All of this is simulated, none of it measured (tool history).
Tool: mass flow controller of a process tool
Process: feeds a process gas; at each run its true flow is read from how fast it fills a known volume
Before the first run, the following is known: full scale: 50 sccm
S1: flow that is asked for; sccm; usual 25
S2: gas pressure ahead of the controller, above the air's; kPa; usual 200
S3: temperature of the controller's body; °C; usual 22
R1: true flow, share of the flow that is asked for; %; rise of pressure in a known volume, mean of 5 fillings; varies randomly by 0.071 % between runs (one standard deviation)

run    hour  S1   S2  S3      R1
  1       0  25  200  22  100.07
  2    82.5  22  200  22   99.96
  3   143.2  22  200  24   99.79
  4   204.8  25  200  22  100.16
  5   271.5  25  200  22  100.29
  6   311.5  25  200  22  100.16
  7   392.4  25  200  22  100.23
  8   432.5  25  200  22  100.01
  9   484.5  25  200  22  100.22
 10   557.9  25  208  22  100.31
 11   624.4  25  200  22  100.27
 12     718  25  200  31   99.57
 13   759.8  25  200  31   99.64
 14   813.9  25  200  31   99.52
 15   896.9  25  200  22  100.22
      903.5  -- controller's zero set anew
 16   978.3  25  200  22   99.96
 17  1039.8  25  200  20  100.18
 18  1109.4  25  200  22   99.77
 19  1187.1  25  200  22   99.85
 20  1246.5  25  200  22  100.09
 21  1333.8  25  200  35   99.02
       1383  -- controller's zero set anew, once more
 22    1386  25  200  35   99.99
 23  1432.6  25  200  35  100.04
 24  1486.3  25  200  35  100.04
 25  1540.5  25  200  35     100
 26  1634.8  25  200  35   100.1
 27  1688.4  25  200  35  100.05
 28  1758.5  25  200  35  100.16
 29    1833  25  200  35  100.14
 30  1921.5  25  243  26  101.06
 31  1996.5  17  154  36   99.59
 32  2082.5  17  154  36   99.44
 33  2148.4  17  154  36   99.51
 34  2228.9  17  154  36    99.5
 35  2279.9  17  154  36   99.36
 36  2350.4  17  154  36   99.53
 37  2425.1  25  200  28  100.73
 38  2488.4  11  200  30  100.09
 39    2542  25  200  26  100.76
 40  2605.2  25  270  22  101.61
 41  2680.5  25  210  22  101.24
 42  2741.3  25  178  21  101.06
 43  2803.5  10  246  22  100.93
 44  2885.1   6  200  22  100.16
 45  2936.8  18  200  37    99.9
 46  3022.1  18  200  37   99.87
 47  3109.7  18  159  37   99.65

Each row is a separate what-if for the run after 47, all from the same tool condition, not one after another. Results?
  A  3157.6  19  159  36   ?
  B  3157.6  10  149  24   ?
  C  3157.6  17  200  32   ?

run      R1
  A   99.58
  B  100.16
  C  100.38
Had the tool no hidden state, the same runs would have come out as:
run     R1
  A  98.24
  B   99.1
  C  99.07

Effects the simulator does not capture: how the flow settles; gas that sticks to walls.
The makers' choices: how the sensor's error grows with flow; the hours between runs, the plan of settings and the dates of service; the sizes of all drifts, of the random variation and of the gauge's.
